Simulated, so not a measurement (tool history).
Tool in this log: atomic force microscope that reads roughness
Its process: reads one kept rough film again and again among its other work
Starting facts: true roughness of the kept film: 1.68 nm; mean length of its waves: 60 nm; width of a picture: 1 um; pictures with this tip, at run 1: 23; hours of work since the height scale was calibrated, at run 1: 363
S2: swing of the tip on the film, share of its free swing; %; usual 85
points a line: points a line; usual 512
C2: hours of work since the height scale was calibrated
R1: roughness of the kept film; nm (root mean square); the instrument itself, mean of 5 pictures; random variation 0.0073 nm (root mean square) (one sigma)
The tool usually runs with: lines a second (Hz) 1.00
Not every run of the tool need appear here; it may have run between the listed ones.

run 1 hour=0.0 | lines_a_second_(Hz)=1.00 S2=85 points_a_line=512 | pictures_with_this_tip=23 C2=363 | R1=1.498
run 2 hour=10.7 | lines_a_second_(Hz)=1.00 S2=85 points_a_line=512 | pictures_with_this_tip=49 C2=370 | R1=1.477
-- hour=21.4 new tip fitted
run 3 hour=24.4 | lines_a_second_(Hz)=1.00 S2=87 points_a_line=512 | pictures_with_this_tip=7 C2=380 | R1=1.493
run 4 hour=30.2 | lines_a_second_(Hz)=1.00 S2=85 points_a_line=512 | pictures_with_this_tip=21 C2=384 | R1=1.482
run 5 hour=43.7 | lines_a_second_(Hz)=1.00 S2=85 points_a_line=512 | pictures_with_this_tip=53 C2=393 | R1=1.477
-- hour=52.5 new tip fitted
run 6 hour=56.9 | lines_a_second_(Hz)=1.00 S2=85 points_a_line=436 | pictures_with_this_tip=10 C2=402 | R1=1.500
run 7 hour=62.4 | lines_a_second_(Hz)=1.00 S2=59 points_a_line=512 | pictures_with_this_tip=23 C2=406 | R1=1.598
run 8 hour=75.4 | lines_a_second_(Hz)=1.20 S2=59 points_a_line=512 | pictures_with_this_tip=54 C2=416 | R1=1.580
-- hour=82.9 new tip fitted
run 9 hour=86.5 | lines_a_second_(Hz)=1.00 S2=85 points_a_line=512 | pictures_with_this_tip=8 C2=423 | R1=1.497
run 10 hour=92.0 | lines_a_second_(Hz)=1.00 S2=85 points_a_line=512 | pictures_with_this_tip=21 C2=427 | R1=1.493
run 11 hour=99.8 | lines_a_second_(Hz)=1.00 S2=85 points_a_line=512 | pictures_with_this_tip=39 C2=432 | R1=1.491
run 12 hour=108.0 | lines_a_second_(Hz)=1.00 S2=85 points_a_line=512 | pictures_with_this_tip=59 C2=438 | R1=1.473
-- hour=114.0 new tip fitted
run 13 hour=119.0 | lines_a_second_(Hz)=1.00 S2=61 points_a_line=512 | pictures_with_this_tip=12 C2=446 | R1=1.616
run 14 hour=125.8 | lines_a_second_(Hz)=1.00 S2=84 points_a_line=512 | pictures_with_this_tip=28 C2=450 | R1=1.484
run 15 hour=131.3 | lines_a_second_(Hz)=1.00 S2=84 points_a_line=512 | pictures_with_this_tip=41 C2=454 | R1=1.497
run 16 hour=140.7 | lines_a_second_(Hz)=1.00 S2=84 points_a_line=512 | pictures_with_this_tip=63 C2=461 | R1=1.467
-- hour=144.4 new tip fitted
run 17 hour=151.7 | lines_a_second_(Hz)=1.00 S2=84 points_a_line=512 | pictures_with_this_tip=17 C2=468 | R1=1.505
run 18 hour=161.2 | lines_a_second_(Hz)=1.00 S2=84 points_a_line=512 | pictures_with_this_tip=40 C2=475 | R1=1.489
run 19 hour=170.0 | lines_a_second_(Hz)=1.00 S2=84 points_a_line=512 | pictures_with_this_tip=61 C2=481 | R1=1.482
-- hour=175.0 new tip fitted
run 20 hour=179.2 | lines_a_second_(Hz)=1.00 S2=84 points_a_line=512 | pictures_with_this_tip=10 C2=488 | R1=1.508
-- hour=181.2 height scale calibrated on a step standard
run 21 hour=189.3 | lines_a_second_(Hz)=1.00 S2=84 points_a_line=512 | pictures_with_this_tip=32 C2=6 | R1=1.491
run 22 hour=198.6 | lines_a_second_(Hz)=1.00 S2=84 points_a_line=512 | pictures_with_this_tip=54 C2=12 | R1=1.473
run 23 hour=205.5 | lines_a_second_(Hz)=1.00 S2=84 points_a_line=512 | pictures_with_this_tip=70 C2=17 | R1=1.482
-- hour=206.9 new tip fitted
run 24 hour=214.8 | lines_a_second_(Hz)=1.00 S2=84 points_a_line=512 | pictures_with_this_tip=18 C2=23 | R1=1.500
-- hour=216.5 height scale calibrated on a step standard, once more
run 25 hour=226.8 | lines_a_second_(Hz)=1.30 S2=82 points_a_line=512 | pictures_with_this_tip=44 C2=7 | R1=1.473
run 26 hour=233.1 | lines_a_second_(Hz)=1.30 S2=82 points_a_line=512 | pictures_with_this_tip=59 C2=12 | R1=1.471
-- hour=238.6 new tip fitted
run 27 hour=241.0 | lines_a_second_(Hz)=1.30 S2=78 points_a_line=971 | pictures_with_this_tip=6 C2=17 | R1=1.523
run 28 hour=252.3 | lines_a_second_(Hz)=3.33 S2=78 points_a_line=971 | pictures_with_this_tip=33 C2=25 | R1=1.339
run 29 hour=258.8 | lines_a_second_(Hz)=1.00 S2=85 points_a_line=709 | pictures_with_this_tip=48 C2=30 | R1=1.499
run 30 hour=265.6 | lines_a_second_(Hz)=3.74 S2=85 points_a_line=349 | pictures_with_this_tip=64 C2=34 | R1=1.200
-- hour=269.4 new tip fitted
run 31 hour=272.1 | lines_a_second_(Hz)=1.63 S2=65 points_a_line=434 | pictures_with_this_tip=6 C2=39 | R1=1.573
run 32 hour=282.2 | lines_a_second_(Hz)=1.07 S2=85 points_a_line=512 | pictures_with_this_tip=30 C2=46 | R1=1.509
run 33 hour=287.9 | lines_a_second_(Hz)=1.00 S2=68 points_a_line=907 | pictures_with_this_tip=44 C2=50 | R1=1.580
run 34 hour=298.0 | lines_a_second_(Hz)=1.00 S2=68 points_a_line=907 | pictures_with_this_tip=68 C2=57 | R1=1.566
-- hour=300.4 new tip fitted
run 35 hour=307.8 | lines_a_second_(Hz)=2.70 S2=58 points_a_line=512 | pictures_with_this_tip=18 C2=63 | R1=1.583
run 36 hour=318.7 | lines_a_second_(Hz)=2.80 S2=58 points_a_line=263 | pictures_with_this_tip=44 C2=71 | R1=1.541
run 37 hour=326.6 | lines_a_second_(Hz)=2.80 S2=58 points_a_line=263 | pictures_with_this_tip=62 C2=77 | R1=1.539
-- hour=330.8 new tip fitted
run 38 hour=332.8 | lines_a_second_(Hz)=2.80 S2=58 points_a_line=263 | pictures_with_this_tip=5 C2=81 | R1=1.576
run 39 hour=345.1 | lines_a_second_(Hz)=2.80 S2=58 points_a_line=263 | pictures_with_this_tip=34 C2=90 | R1=1.550
run 40 hour=354.6 | lines_a_second_(Hz)=2.80 S2=58 points_a_line=263 | pictures_with_this_tip=57 C2=96 | R1=1.535
-- hour=361.5 new tip fitted
run 41 hour=364.8 | lines_a_second_(Hz)=2.18 S2=57 points_a_line=455 | pictures_with_this_tip=8 C2=103 | R1=1.599
run 42 hour=374.7 | lines_a_second_(Hz)=2.18 S2=57 points_a_line=455 | pictures_with_this_tip=31 C2=110 | R1=1.559
run 43 hour=385.7 | lines_a_second_(Hz)=2.18 S2=57 points_a_line=455 | pictures_with_this_tip=57 C2=118 | R1=1.550
-- hour=392.2 new tip fitted
run 44 hour=393.4 | lines_a_second_(Hz)=2.18 S2=57 points_a_line=799 | pictures_with_this_tip=3 C2=123 | R1=1.583
run 45 hour=400.1 | lines_a_second_(Hz)=2.71 S2=65 points_a_line=799 | pictures_with_this_tip=19 C2=128 | R1=1.512
run 46 hour=409.0 | lines_a_second_(Hz)=1.29 S2=63 points_a_line=326 | pictures_with_this_tip=40 C2=134 | R1=1.572
run 47 hour=416.0 | lines_a_second_(Hz)=2.69 S2=56 points_a_line=512 | pictures_with_this_tip=57 C2=139 | R1=1.544

Alternative continuations, all from the tool just after run 47; predict every row:
-- hour=423.0 new tip fitted
run A hour=429.5 | lines_a_second_(Hz)=2.69 S2=56 points_a_line=924 | pictures_with_this_tip=16 C2=148 | R1=?
-- hour=423.0 new tip fitted
run B hour=429.5 | lines_a_second_(Hz)=2.69 S2=56 points_a_line=618 | pictures_with_this_tip=16 C2=148 | R1=?
-- hour=423.0 new tip fitted
run C hour=429.5 | lines_a_second_(Hz)=0.73 S2=63 points_a_line=512 | pictures_with_this_tip=16 C2=148 | R1=?
-- hour=423.0 new tip fitted
run D hour=429.5 | lines_a_second_(Hz)=0.99 S2=81 points_a_line=895 | pictures_with_this_tip=16 C2=148 | R1=?

run=A R1=1.563
run=B R1=1.579
run=C R1=1.617
run=D R1=1.541
Stripped of hidden state, with their random variation kept, the same runs would have yielded:
run=A R1=1.575
run=B R1=1.592
run=C R1=1.630
run=D R1=1.553

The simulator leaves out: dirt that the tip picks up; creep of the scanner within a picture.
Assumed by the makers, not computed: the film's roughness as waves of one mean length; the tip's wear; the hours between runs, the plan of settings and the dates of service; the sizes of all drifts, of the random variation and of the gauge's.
